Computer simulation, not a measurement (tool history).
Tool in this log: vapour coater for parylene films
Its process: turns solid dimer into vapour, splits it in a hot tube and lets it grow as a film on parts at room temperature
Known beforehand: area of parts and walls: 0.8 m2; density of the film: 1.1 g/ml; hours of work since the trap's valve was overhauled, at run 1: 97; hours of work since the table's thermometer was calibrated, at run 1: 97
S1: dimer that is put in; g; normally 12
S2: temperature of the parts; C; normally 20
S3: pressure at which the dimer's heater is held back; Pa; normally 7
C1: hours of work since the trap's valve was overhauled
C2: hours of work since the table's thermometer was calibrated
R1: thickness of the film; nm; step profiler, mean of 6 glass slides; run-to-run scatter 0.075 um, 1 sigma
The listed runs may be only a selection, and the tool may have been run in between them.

run   hour  S1  S2    S3   C1   C2     R1
  1      0  12  20     7   97   97   8970
  2   34.4  12  13     7  122  122  10080
  3   98.7  12  13     7  167  167   9910
  4  169.6  12  13     7  217  217   9700
  5  217.3  12  20     7  250  250   8430
  6    262  12  20     7  282  282   8490
  7  306.9  12  20     7  313  313   8510
  8  347.5   7  27  2.55  342  342   4950
  9  401.1   6  12  2.55  379  379   5480
 10  432.4   8  13  8.03  401  401   6080
 11  492.1   9  13  9.77  443  443   6670
     536.7  -- trap's valve overhauled
 12    551   9  20  2.01   10  482   8240
 13  623.9   9  20  2.01   61  533   8180

5 ways to go on from here, each from the tool as it stands after run 13. What would each give?
  A  669.4   6  22  3.03  93  565   ?
  B  669.4  10  19  3.28  93  565   ?
  C  669.4   9  17  2.01  93  565   ?
  D  669.4  12  22     7  93  565   ?
  E  669.4   9  20  2.01  93  565   ?

run    R1
  A  4820
  B  8440
  C  8400
  D  8550
  E  8040
With the hidden condition removed and each run's random variation left untouched, the same runs would have given:
run    R1
  A  4900
  B  8580
  C  8540
  D  8690
  E  8180

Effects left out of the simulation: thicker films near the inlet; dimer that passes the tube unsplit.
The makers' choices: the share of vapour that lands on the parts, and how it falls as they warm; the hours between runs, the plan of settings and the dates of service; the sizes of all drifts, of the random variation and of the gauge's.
